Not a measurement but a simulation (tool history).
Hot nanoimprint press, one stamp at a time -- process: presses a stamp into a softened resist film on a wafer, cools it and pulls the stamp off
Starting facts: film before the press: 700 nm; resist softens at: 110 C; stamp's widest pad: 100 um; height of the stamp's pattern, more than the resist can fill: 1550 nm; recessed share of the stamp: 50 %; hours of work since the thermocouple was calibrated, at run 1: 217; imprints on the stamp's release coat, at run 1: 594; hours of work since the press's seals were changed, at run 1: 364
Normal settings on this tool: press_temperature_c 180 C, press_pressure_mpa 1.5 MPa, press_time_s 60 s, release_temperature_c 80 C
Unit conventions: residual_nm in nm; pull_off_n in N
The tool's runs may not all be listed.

| run | hour | press_temperature_c | press_pressure_mpa | press_time_s | release_temperature_c | hours of work since the thermocouple was calibrated | imprints on the stamp's release coat | hours of work since the press's seals were changed | residual_nm | pull_off_n |
|---|---|---|---|---|---|---|---|---|---|---|
| 1 | 0 | 180 | 1.5 | 60 | 80 | 217 | 594 | 364 | 344.7 | 159 |
| 2 | 21.8 | 180 | 1.5 | 60 | 80 | 227 | 645 | 374 | 347.6 | 162 |
|  | 38 | stamp cleaned and given a new release coat |
| 3 | 44.6 | 180 | 1.5 | 60 | 80 | 234 | 15 | 381 | 347.2 | 122 |
| 4 | 63.9 | 180 | 1.5 | 77 | 80 | 243 | 61 | 389 | 317.3 | 129 |
| 5 | 93.8 | 177 | 1.5 | 60 | 80 | 256 | 132 | 402 | 386.4 | 132 |
| 6 | 114.8 | 177 | 1.5 | 60 | 80 | 265 | 182 | 411 | 390.3 | 133 |
| 7 | 128.8 | 177 | 1.5 | 60 | 80 | 271 | 216 | 418 | 384.9 | 130 |
| 8 | 155.2 | 177 | 1.5 | 60 | 80 | 283 | 278 | 429 | 393.1 | 138 |
| 9 | 176.5 | 180 | 1.5 | 60 | 66 | 292 | 329 | 438 | 356.1 | 173 |
|  | 181.8 | plate thermocouple calibrated |
| 10 | 202.1 | 180 | 1.5 | 60 | 66 | 9 | 383 | 448 | 350.1 | 176 |
| 11 | 223.4 | 180 | 1.5 | 60 | 66 | 18 | 433 | 458 | 353.3 | 186 |
| 12 | 247.2 | 180 | 1.5 | 60 | 66 | 28 | 490 | 468 | 354.2 | 190 |
| 13 | 264 | 180 | 1.5 | 60 | 66 | 36 | 530 | 475 | 352.9 | 181 |
|  | 272.3 | plate thermocouple calibrated, once more |
| 14 | 290.6 | 180 | 1.5 | 60 | 80 | 8 | 586 | 485 | 335.6 | 153 |
| 15 | 303 | 180 | 1.5 | 60 | 80 | 13 | 615 | 491 | 332.8 | 152 |
|  | 332.4 | stamp cleaned and given a new release coat |
| 16 | 334.2 | 180 | 1.5 | 60 | 75 | 24 | 4 | 502 | 339.8 | 134 |
| 17 | 360.1 | 180 | 1.84 | 60 | 80 | 36 | 66 | 513 | 303.8 | 128 |
| 18 | 386.1 | 180 | 1.84 | 60 | 80 | 47 | 128 | 524 | 310.6 | 132 |
| 19 | 405.9 | 183 | 1.59 | 34 | 75 | 56 | 175 | 533 | 359.7 | 141 |
| 20 | 430.3 | 175 | 2.37 | 60 | 80 | 66 | 233 | 544 | 337.6 | 138 |
| 21 | 453.4 | 184 | 1.08 | 80 | 84 | 76 | 288 | 554 | 308.6 | 127 |
| 22 | 477.5 | 169 | 1.57 | 80 | 69 | 87 | 345 | 564 | 445.8 | 161 |
| 23 | 495.6 | 169 | 2.29 | 99 | 75 | 95 | 388 | 572 | 364.5 | 153 |
| 24 | 514.3 | 174 | 1.5 | 60 | 81 | 103 | 432 | 580 | 420.8 | 146 |
| 25 | 536.6 | 174 | 1.5 | 60 | 81 | 113 | 486 | 590 | 419.6 | 154 |
| 26 | 563.9 | 191 | 1.16 | 60 | 80 | 125 | 550 | 602 | 261.6 | 148 |
| 27 | 592.4 | 178 | 1.5 | 60 | 82 | 137 | 618 | 614 | 365.3 | 154 |
|  | 620.1 | stamp cleaned and given a new release coat |
| 28 | 620.1 | 178 | 1.38 | 37 | 75 | 146 | 0 | 624 | 444.6 | 132 |
| 29 | 646.4 | 180 | 2.37 | 49 | 80 | 158 | 62 | 635 | 299.8 | 132 |

5 options for the next run, each taken on its own from the tool as it stands now. Forecast them:
| A | 659.2 | 172 | 1.1 | 60 | 75 | 163 | 93 | 641 | ? | ? |
| B | 659.2 | 174 | 2.37 | 49 | 73 | 163 | 93 | 641 | ? | ? |
| C | 659.2 | 178 | 2 | 49 | 83 | 163 | 93 | 641 | ? | ? |
| D | 659.2 | 186 | 2.37 | 49 | 80 | 163 | 93 | 641 | ? | ? |
| E | 659.2 | 180 | 2.37 | 40 | 78 | 163 | 93 | 641 | ? | ? |

| run | residual_nm | pull_off_n |
|---|---|---|
| A | 504.5 | 135 |
| B | 378.8 | 139 |
| C | 350.8 | 123 |
| D | 238.2 | 130 |
| E | 327.8 | 129 |
Stripped of hidden state, with their random variation kept, the same runs would have yielded:
| run | residual_nm | pull_off_n |
|---|---|---|
| A | 496 | 129 |
| B | 367 | 133 |
| C | 340.5 | 117 |
| D | 229.9 | 124 |
| E | 317.1 | 123 |

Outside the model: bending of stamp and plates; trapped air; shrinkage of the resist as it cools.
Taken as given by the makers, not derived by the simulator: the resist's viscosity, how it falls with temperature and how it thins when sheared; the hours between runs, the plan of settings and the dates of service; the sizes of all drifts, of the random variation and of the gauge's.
